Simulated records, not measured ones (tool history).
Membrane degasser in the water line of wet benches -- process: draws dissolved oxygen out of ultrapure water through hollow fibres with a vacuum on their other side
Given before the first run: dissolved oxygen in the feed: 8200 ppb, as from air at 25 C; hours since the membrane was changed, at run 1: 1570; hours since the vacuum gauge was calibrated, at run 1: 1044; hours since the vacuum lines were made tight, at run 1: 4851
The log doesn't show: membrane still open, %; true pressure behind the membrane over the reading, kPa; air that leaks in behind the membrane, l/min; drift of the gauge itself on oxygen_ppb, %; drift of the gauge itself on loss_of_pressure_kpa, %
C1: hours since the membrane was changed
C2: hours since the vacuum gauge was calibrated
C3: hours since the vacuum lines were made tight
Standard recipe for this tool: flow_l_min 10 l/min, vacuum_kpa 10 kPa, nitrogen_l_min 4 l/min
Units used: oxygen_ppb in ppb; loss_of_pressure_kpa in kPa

{"run": 1, "hour": 0.0, "flow_l_min": 10, "vacuum_kpa": 10, "nitrogen_l_min": 4, "C1": 1570, "C2": 1044, "C3": 4851, "oxygen_ppb": 49.5, "loss_of_pressure_kpa": 58.92}
{"run": 2, "hour": 38.3, "flow_l_min": 10, "vacuum_kpa": 10, "nitrogen_l_min": 4, "C1": 1608, "C2": 1083, "C3": 4889, "oxygen_ppb": 47.8, "loss_of_pressure_kpa": 58.74}
{"run": 3, "hour": 62.6, "flow_l_min": 10, "vacuum_kpa": 10, "nitrogen_l_min": 4, "C1": 1633, "C2": 1107, "C3": 4914, "oxygen_ppb": 49.3, "loss_of_pressure_kpa": 58.88}
{"run": 4, "hour": 102.6, "flow_l_min": 10, "vacuum_kpa": 10, "nitrogen_l_min": 4, "C1": 1673, "C2": 1147, "C3": 4954, "oxygen_ppb": 48.8, "loss_of_pressure_kpa": 58.96}
{"run": 5, "hour": 154.6, "flow_l_min": 10, "vacuum_kpa": 10, "nitrogen_l_min": 4, "C1": 1725, "C2": 1199, "C3": 5006, "oxygen_ppb": 48.3, "loss_of_pressure_kpa": 58.57}
{"run": 6, "hour": 200.2, "flow_l_min": 10, "vacuum_kpa": 10, "nitrogen_l_min": 4, "C1": 1770, "C2": 1245, "C3": 5051, "oxygen_ppb": 48.8, "loss_of_pressure_kpa": 58.88}
{"run": 7, "hour": 243.5, "flow_l_min": 11, "vacuum_kpa": 10, "nitrogen_l_min": 4, "C1": 1814, "C2": 1288, "C3": 5094, "oxygen_ppb": 57.5, "loss_of_pressure_kpa": 64.66}
{"run": 8, "hour": 274.3, "flow_l_min": 11, "vacuum_kpa": 10, "nitrogen_l_min": 4, "C1": 1844, "C2": 1319, "C3": 5125, "oxygen_ppb": 57.1, "loss_of_pressure_kpa": 64.3}
{"run": 9, "hour": 316.0, "flow_l_min": 11, "vacuum_kpa": 10, "nitrogen_l_min": 4, "C1": 1886, "C2": 1360, "C3": 5167, "oxygen_ppb": 56.8, "loss_of_pressure_kpa": 64.56}
{"run": 10, "hour": 369.3, "flow_l_min": 10, "vacuum_kpa": 10, "nitrogen_l_min": 4, "C1": 1939, "C2": 1414, "C3": 5220, "oxygen_ppb": 48.8, "loss_of_pressure_kpa": 59.31}
{"run": 11, "hour": 404.9, "flow_l_min": 10, "vacuum_kpa": 10, "nitrogen_l_min": 4, "C1": 1975, "C2": 1449, "C3": 5256, "oxygen_ppb": 49.1, "loss_of_pressure_kpa": 58.92}
{"run": 12, "hour": 433.2, "flow_l_min": 10, "vacuum_kpa": 10, "nitrogen_l_min": 4, "C1": 2003, "C2": 1478, "C3": 5284, "oxygen_ppb": 49, "loss_of_pressure_kpa": 59.44}
{"run": 13, "hour": 463.9, "flow_l_min": 10, "vacuum_kpa": 10, "nitrogen_l_min": 4, "C1": 2034, "C2": 1508, "C3": 5315, "oxygen_ppb": 48.4, "loss_of_pressure_kpa": 58.94}
{"run": 14, "hour": 497.8, "flow_l_min": 10, "vacuum_kpa": 10, "nitrogen_l_min": 4, "C1": 2068, "C2": 1542, "C3": 5349, "oxygen_ppb": 49.6, "loss_of_pressure_kpa": 59.07}
{"run": 15, "hour": 547.9, "flow_l_min": 10, "vacuum_kpa": 10, "nitrogen_l_min": 10.44, "C1": 2118, "C2": 1592, "C3": 5399, "oxygen_ppb": 23.6, "loss_of_pressure_kpa": 59.22}
{"run": 16, "hour": 596.3, "flow_l_min": 10, "vacuum_kpa": 10, "nitrogen_l_min": 10.44, "C1": 2166, "C2": 1641, "C3": 5447, "oxygen_ppb": 22.9, "loss_of_pressure_kpa": 59.44}
{"run": 17, "hour": 621.2, "flow_l_min": 10, "vacuum_kpa": 10, "nitrogen_l_min": 10.44, "C1": 2191, "C2": 1666, "C3": 5472, "oxygen_ppb": 23.2, "loss_of_pressure_kpa": 59.39}
{"run": 18, "hour": 659.5, "flow_l_min": 10, "vacuum_kpa": 16.5, "nitrogen_l_min": 3.15, "C1": 2229, "C2": 1704, "C3": 5510, "oxygen_ppb": 110.4, "loss_of_pressure_kpa": 58.84}
{"run": 19, "hour": 681.4, "flow_l_min": 12, "vacuum_kpa": 10, "nitrogen_l_min": 3.84, "C1": 2251, "C2": 1726, "C3": 5532, "oxygen_ppb": 70.4, "loss_of_pressure_kpa": 70.48}
{"run": 20, "hour": 725.7, "flow_l_min": 11, "vacuum_kpa": 19.2, "nitrogen_l_min": 3.84, "C1": 2296, "C2": 1770, "C3": 5577, "oxygen_ppb": 121.8, "loss_of_pressure_kpa": 65.17}
{"run": 21, "hour": 763.7, "flow_l_min": 9, "vacuum_kpa": 10, "nitrogen_l_min": 5.75, "C1": 2334, "C2": 1808, "C3": 5615, "oxygen_ppb": 30.2, "loss_of_pressure_kpa": 52.97}
{"run": 22, "hour": 808.5, "flow_l_min": 15, "vacuum_kpa": 12.2, "nitrogen_l_min": 2.44, "C1": 2378, "C2": 1853, "C3": 5659, "oxygen_ppb": 175.6, "loss_of_pressure_kpa": 88.72}
{"run": 23, "hour": 849.8, "flow_l_min": 8, "vacuum_kpa": 10, "nitrogen_l_min": 4.38, "C1": 2420, "C2": 1894, "C3": 5701, "oxygen_ppb": 33.8, "loss_of_pressure_kpa": 46.74}
{"run": 24, "hour": 880.5, "flow_l_min": 10, "vacuum_kpa": 13.7, "nitrogen_l_min": 6.86, "C1": 2451, "C2": 1925, "C3": 5731, "oxygen_ppb": 43.8, "loss_of_pressure_kpa": 59}
{"run": 25, "hour": 928.4, "flow_l_min": 6, "vacuum_kpa": 21.3, "nitrogen_l_min": 2.1, "C1": 2498, "C2": 1973, "C3": 5779, "oxygen_ppb": 125.7, "loss_of_pressure_kpa": 35.31}
{"run": 26, "hour": 962.0, "flow_l_min": 10, "vacuum_kpa": 21.3, "nitrogen_l_min": 2.1, "C1": 2532, "C2": 2006, "C3": 5813, "oxygen_ppb": 211.1, "loss_of_pressure_kpa": 58.95}
{"run": 27, "hour": 985.8, "flow_l_min": 10, "vacuum_kpa": 12.3, "nitrogen_l_min": 4.06, "C1": 2556, "C2": 2030, "C3": 5837, "oxygen_ppb": 61.6, "loss_of_pressure_kpa": 58.91}
{"run": 28, "hour": 1031.9, "flow_l_min": 9, "vacuum_kpa": 8.4, "nitrogen_l_min": 10.67, "C1": 2602, "C2": 2076, "C3": 5883, "oxygen_ppb": 14.5, "loss_of_pressure_kpa": 53.4}
{"run": 29, "hour": 1057.7, "flow_l_min": 9, "vacuum_kpa": 8.4, "nitrogen_l_min": 10.67, "C1": 2628, "C2": 2102, "C3": 5909, "oxygen_ppb": 14.8, "loss_of_pressure_kpa": 52.82}
{"run": 30, "hour": 1099.7, "flow_l_min": 8, "vacuum_kpa": 9.7, "nitrogen_l_min": 7.5, "C1": 2670, "C2": 2144, "C3": 5951, "oxygen_ppb": 19.4, "loss_of_pressure_kpa": 47.45}
{"run": 31, "hour": 1140.0, "flow_l_min": 10, "vacuum_kpa": 9.1, "nitrogen_l_min": 4, "C1": 2710, "C2": 2184, "C3": 5991, "oxygen_ppb": 42.5, "loss_of_pressure_kpa": 58.77}

Expected results for the next run?
{"run": 32, "hour": 1189.0, "flow_l_min": 9, "vacuum_kpa": 13.7, "nitrogen_l_min": 4, "C1": 2759, "C2": 2234, "C3": 6040, "oxygen_ppb": "?", "loss_of_pressure_kpa": "?"}

oxygen_ppb: 63.8 ppb
loss_of_pressure_kpa: 52.76 kPa
Minus the tool's unlogged condition, the same run would have read oxygen_ppb 63.8 ppb, loss_of_pressure_kpa 52.74 kPa.
